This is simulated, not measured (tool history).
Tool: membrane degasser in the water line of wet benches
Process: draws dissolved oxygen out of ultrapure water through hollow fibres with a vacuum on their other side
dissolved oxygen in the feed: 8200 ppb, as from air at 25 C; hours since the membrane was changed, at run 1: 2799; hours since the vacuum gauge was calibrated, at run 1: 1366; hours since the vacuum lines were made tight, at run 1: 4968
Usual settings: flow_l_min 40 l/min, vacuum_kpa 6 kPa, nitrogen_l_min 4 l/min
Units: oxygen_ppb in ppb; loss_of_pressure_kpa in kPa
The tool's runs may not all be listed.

| run | hour | flow_l_min | vacuum_kpa | nitrogen_l_min | hours since the membrane was changed | hours since the vacuum gauge was calibrated | hours since the vacuum lines were made tight | oxygen_ppb | loss_of_pressure_kpa |
|---|---|---|---|---|---|---|---|---|---|
| 1 | 0 | 40 | 6 | 4 | 2799 | 1366 | 4968 | 341.8 | 59.16 |
| 2 | 82.4 | 40 | 8.67 | 4 | 2882 | 1448 | 5050 | 405.7 | 59.42 |
| 3 | 159.1 | 40 | 12.59 | 4 | 2958 | 1525 | 5127 | 480.8 | 59.19 |
| 4 | 326.6 | 40 | 12.59 | 4 | 3126 | 1692 | 5294 | 485.4 | 59.12 |
| 5 | 499.8 | 40 | 12.59 | 4 | 3299 | 1866 | 5468 | 482.8 | 59.41 |
| 6 | 679.3 | 40 | 10.49 | 4 | 3478 | 2045 | 5647 | 444.7 | 59.32 |
| 7 | 791.9 | 40 | 10.49 | 4 | 3591 | 2158 | 5760 | 440.3 | 58.93 |
| 8 | 946.9 | 40 | 10.49 | 4 | 3746 | 2313 | 5915 | 441.6 | 58.99 |
| 9 | 1067.5 | 40 | 10.49 | 4 | 3867 | 2433 | 6035 | 435 | 59.15 |
| 10 | 1154.2 | 40 | 6 | 4 | 3953 | 2520 | 6122 | 347.9 | 58.73 |
| 11 | 1272.2 | 40 | 6 | 4 | 4071 | 2638 | 6240 | 344.7 | 59.48 |
| 12 | 1385.7 | 41 | 6 | 2.81 | 4185 | 2751 | 6353 | 388 | 60.21 |
| 13 | 1527.7 | 41 | 6 | 2.81 | 4327 | 2894 | 6495 | 390.7 | 60.34 |
| 14 | 1654.3 | 41 | 6.38 | 10.57 | 4453 | 3020 | 6622 | 326.6 | 60.17 |
| 15 | 1811.1 | 32 | 8.94 | 9 | 4610 | 3177 | 6779 | 190.4 | 47.32 |
| 16 | 1992.6 | 57 | 6 | 4 | 4792 | 3358 | 6960 | 728 | 84.37 |
| 17 | 2098.6 | 57 | 6 | 4 | 4898 | 3464 | 7066 | 730.6 | 84.35 |
| 18 | 2234.4 | 57 | 6 | 4 | 5034 | 3600 | 7202 | 736.1 | 84.33 |
| 19 | 2411.2 | 57 | 6 | 4.73 | 5210 | 3777 | 7379 | 740.9 | 84.61 |
| 20 | 2506.3 | 62 | 8.03 | 6.64 | 5305 | 3872 | 7474 | 859 | 91.21 |
| 21 | 2617 | 36 | 8.03 | 11.86 | 5416 | 3983 | 7585 | 235.7 | 53.16 |
| 22 | 2724 | 31 | 9.34 | 2.82 | 5523 | 4090 | 7692 | 278.1 | 45.98 |

Forecast each of these 3 alternatives for the next run:
| A | 2815.2 | 61 | 9.34 | 2.82 | 5614 | 4181 | 7783 | ? | ? |
| B | 2815.2 | 40 | 6 | 11.67 | 5614 | 4181 | 7783 | ? | ? |
| C | 2815.2 | 25 | 12.13 | 4 | 5614 | 4181 | 7783 | ? | ? |

| run | oxygen_ppb | loss_of_pressure_kpa |
|---|---|---|
| A | 990.8 | 89.62 |
| B | 303.1 | 59.15 |
| C | 185.4 | 36.85 |
Without the tool's hidden state the same runs would have given:
| run | oxygen_ppb | loss_of_pressure_kpa |
|---|---|---|
| A | 990 | 89.58 |
| B | 302.7 | 59.12 |
| C | 185.2 | 36.84 |

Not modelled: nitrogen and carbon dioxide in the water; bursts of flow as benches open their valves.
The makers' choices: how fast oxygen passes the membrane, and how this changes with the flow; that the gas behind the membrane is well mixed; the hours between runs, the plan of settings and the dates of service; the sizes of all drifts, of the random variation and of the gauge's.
